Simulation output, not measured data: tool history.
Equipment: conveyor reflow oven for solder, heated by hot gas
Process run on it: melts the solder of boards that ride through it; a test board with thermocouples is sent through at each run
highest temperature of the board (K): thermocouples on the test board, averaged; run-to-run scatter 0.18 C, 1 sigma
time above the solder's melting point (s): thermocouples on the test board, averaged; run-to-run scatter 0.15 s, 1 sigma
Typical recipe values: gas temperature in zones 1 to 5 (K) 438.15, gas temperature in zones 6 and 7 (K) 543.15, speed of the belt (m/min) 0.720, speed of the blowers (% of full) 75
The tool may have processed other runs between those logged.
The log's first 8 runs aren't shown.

run     day  gas temperature in zones 1 to 5 (K)  gas temperature in zones 6 and 7 (K)  speed of the belt (m/min)  speed of the blowers (% of full)  highest temperature of the board (K)  time above the solder's melting point (s)
  9  10.129                               438.15                                543.15                      0.720                                75                                520.25                                       42.5
 10  11.221                               438.15                                543.15                      0.720                                75                                520.35                                       42.3
 11  12.362                               438.15                                543.15                      0.720                                75                                520.15                                       42.2
 12  13.496                               438.15                                543.15                      0.720                                75                                520.25                                       42.2
 13  14.996                               438.15                                543.15                      0.720                                75                                520.35                                       42.5
 14  16.650                               438.15                                543.15                      0.720                                75                                520.55                                       42.6
 15  18.396                               438.15                                543.15                      0.720                                75                                520.25                                       42.4
 16  19.292                               437.15                                543.15                      0.720                                75                                520.05                                       41.9
 17  20.350                               443.15                                542.15                      0.713                                60                                517.45                                       41.4
 18  21.308                               438.15                                543.15                      0.604                                79                                527.15                                       57.7
 19  23.067                               446.15                                548.15                      0.720                                71                                525.25                                       48.0
 20  24.321                               446.15                                548.15                      0.720                                71                                525.05                                       48.1

The next listed run, before its measurement:
 21  25.442                               446.15                                545.15                      0.720                                71                                     ?                                          ?

Run 21 yielded highest temperature of the board (K) 522.55, time above the solder's melting point (s) 46.3.
Minus the tool's unlogged condition, the same run would have read highest temperature of the board (K) 522.65, time above the solder's melting point (s) 46.4.
